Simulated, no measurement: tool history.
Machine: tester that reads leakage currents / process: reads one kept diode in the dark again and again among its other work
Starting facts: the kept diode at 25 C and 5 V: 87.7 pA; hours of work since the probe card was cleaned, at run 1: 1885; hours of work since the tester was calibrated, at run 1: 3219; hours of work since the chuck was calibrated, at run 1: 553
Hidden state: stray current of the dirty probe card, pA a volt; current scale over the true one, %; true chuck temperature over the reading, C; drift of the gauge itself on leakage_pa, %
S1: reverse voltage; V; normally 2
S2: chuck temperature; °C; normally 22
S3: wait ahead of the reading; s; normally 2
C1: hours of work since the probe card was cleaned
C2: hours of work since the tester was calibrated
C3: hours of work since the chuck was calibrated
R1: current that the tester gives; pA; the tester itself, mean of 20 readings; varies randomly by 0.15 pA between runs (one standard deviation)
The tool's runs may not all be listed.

run 1 hour=0 | S1=2 S2=22 S3=2 | C1=1885 C2=3219 C3=553 | R1=45.77
-- hour=70.3 probe card cleaned and baked
run 2 hour=186.4 | S1=2 S2=22 S3=2 | C1=82 C2=3349 C3=683 | R1=45.66
run 3 hour=356.4 | S1=2 S2=22 S3=2 | C1=203 C2=3469 C3=804 | R1=45.82
run 4 hour=591.1 | S1=2 S2=22 S3=2 | C1=370 C2=3636 C3=970 | R1=45.79
run 5 hour=784.8 | S1=2 S2=22 S3=2 | C1=507 C2=3773 C3=1108 | R1=45.7
run 6 hour=908.4 | S1=2 S2=22 S3=2 | C1=595 C2=3861 C3=1196 | R1=45.62
run 7 hour=1131.6 | S1=2 S2=22 S3=2 | C1=753 C2=4019 C3=1354 | R1=45.63
-- hour=1232.7 chuck's temperature calibrated
run 8 hour=1257.7 | S1=2 S2=22 S3=2 | C1=841 C2=4107 C3=18 | R1=45.57
run 9 hour=1444.2 | S1=2 S2=24 S3=2 | C1=973 C2=4240 C3=150 | R1=54.8
run 10 hour=1575.4 | S1=2 S2=24 S3=2 | C1=1066 C2=4333 C3=243 | R1=54.73
run 11 hour=1741.7 | S1=2 S2=24 S3=2 | C1=1184 C2=4451 C3=361 | R1=54.65
run 12 hour=1861 | S1=2 S2=24 S3=2 | C1=1269 C2=4535 C3=446 | R1=54.72
run 13 hour=1982.4 | S1=2 S2=24 S3=2 | C1=1355 C2=4621 C3=532 | R1=54.55
run 14 hour=2142 | S1=2 S2=24 S3=2 | C1=1468 C2=4735 C3=645 | R1=55.15
-- hour=2162.2 tester calibrated
run 15 hour=2278.8 | S1=2 S2=24 S3=2 | C1=1564 C2=83 C3=741 | R1=54.6
run 16 hour=2501 | S1=2 S2=24 S3=2 | C1=1722 C2=240 C3=898 | R1=54.69
run 17 hour=2740.8 | S1=2 S2=24 S3=2 | C1=1892 C2=411 C3=1069 | R1=54.53
-- hour=2813.5 probe card cleaned and baked
run 18 hour=2915.4 | S1=2 S2=22 S3=2 | C1=72 C2=532 C3=1190 | R1=45.85
run 19 hour=3081.2 | S1=2 S2=22 S3=0.94 | C1=190 C2=650 C3=1308 | R1=46.21
-- hour=3234 chuck's temperature calibrated
run 20 hour=3319.2 | S1=2 S2=22 S3=0.32 | C1=357 C2=817 C3=60 | R1=47
run 21 hour=3487.6 | S1=2 S2=21 S3=8.28 | C1=477 C2=937 C3=180 | R1=41.75
run 22 hour=3697.7 | S1=2.21 S2=27 S3=1.76 | C1=626 C2=1086 C3=329 | R1=74.11
run 23 hour=3800.3 | S1=6.43 S2=22 S3=2 | C1=699 C2=1159 C3=402 | R1=75.44
run 24 hour=3987.2 | S1=2.16 S2=23 S3=0.45 | C1=831 C2=1291 C3=534 | R1=52.42
run 25 hour=4111.4 | S1=2.16 S2=21 S3=0.45 | C1=919 C2=1379 C3=623 | R1=44.29
run 26 hour=4350.5 | S1=5.66 S2=28 S3=2.03 | C1=1089 C2=1549 C3=792 | R1=121.13
run 27 hour=4570.7 | S1=5.66 S2=28 S3=2.03 | C1=1245 C2=1705 C3=948 | R1=121.56
run 28 hour=4766.1 | S1=5.66 S2=28 S3=3.56 | C1=1384 C2=1844 C3=1087 | R1=121.03
run 29 hour=4927.1 | S1=3.15 S2=26 S3=3.46 | C1=1498 C2=1958 C3=1201 | R1=78.79
run 30 hour=5131.4 | S1=3.15 S2=26 S3=3.46 | C1=1643 C2=2103 C3=1346 | R1=78.78
-- hour=5237.7 chuck's temperature calibrated
run 31 hour=5285.5 | S1=6.67 S2=31 S3=4.75 | C1=1751 C2=2211 C3=34 | R1=167.73
run 32 hour=5484.7 | S1=6.67 S2=31 S3=4.75 | C1=1892 C2=2352 C3=175 | R1=166.45
-- hour=5551.7 probe card cleaned and baked
run 33 hour=5718.4 | S1=6.67 S2=42 S3=4.71 | C1=118 C2=2516 C3=339 | R1=410.64
run 34 hour=5887 | S1=6.67 S2=42 S3=4.71 | C1=238 C2=2636 C3=459 | R1=412.18
run 35 hour=6037.2 | S1=6.67 S2=42 S3=4.71 | C1=344 C2=2742 C3=565 | R1=408
run 36 hour=6225 | S1=6.67 S2=42 S3=4.71 | C1=478 C2=2875 C3=698 | R1=409.93
run 37 hour=6392.8 | S1=1.33 S2=22 S3=2 | C1=597 C2=2994 C3=817 | R1=38.33
run 38 hour=6595.3 | S1=2 S2=22 S3=2.35 | C1=740 C2=3138 C3=961 | R1=45.57
run 39 hour=6822.1 | S1=6.14 S2=36 S3=0.32 | C1=901 C2=3299 C3=1122 | R1=249.07

The same runs without the tool's hidden state, with the same run-to-run variation:
run=1 R1=45.77
run=2 R1=45.69
run=3 R1=45.85
run=4 R1=45.83
run=5 R1=45.74
run=6 R1=45.66
run=7 R1=45.68
run=8 R1=45.57
run=9 R1=54.8
run=10 R1=54.73
run=11 R1=54.66
run=12 R1=54.73
run=13 R1=54.56
run=14 R1=55.16
run=15 R1=54.61
run=16 R1=54.71
run=17 R1=54.55
run=18 R1=45.89
run=19 R1=46.26
run=20 R1=46.99
run=21 R1=41.75
run=22 R1=74.11
run=23 R1=75.43
run=24 R1=52.42
run=25 R1=44.3
run=26 R1=121.16
run=27 R1=121.6
run=28 R1=121.08
run=29 R1=78.83
run=30 R1=78.83
run=31 R1=167.65
run=32 R1=166.39
run=33 R1=410.75
run=34 R1=412.32
run=35 R1=408.17
run=36 R1=410.14
run=37 R1=38.35
run=38 R1=45.6
run=39 R1=249.26

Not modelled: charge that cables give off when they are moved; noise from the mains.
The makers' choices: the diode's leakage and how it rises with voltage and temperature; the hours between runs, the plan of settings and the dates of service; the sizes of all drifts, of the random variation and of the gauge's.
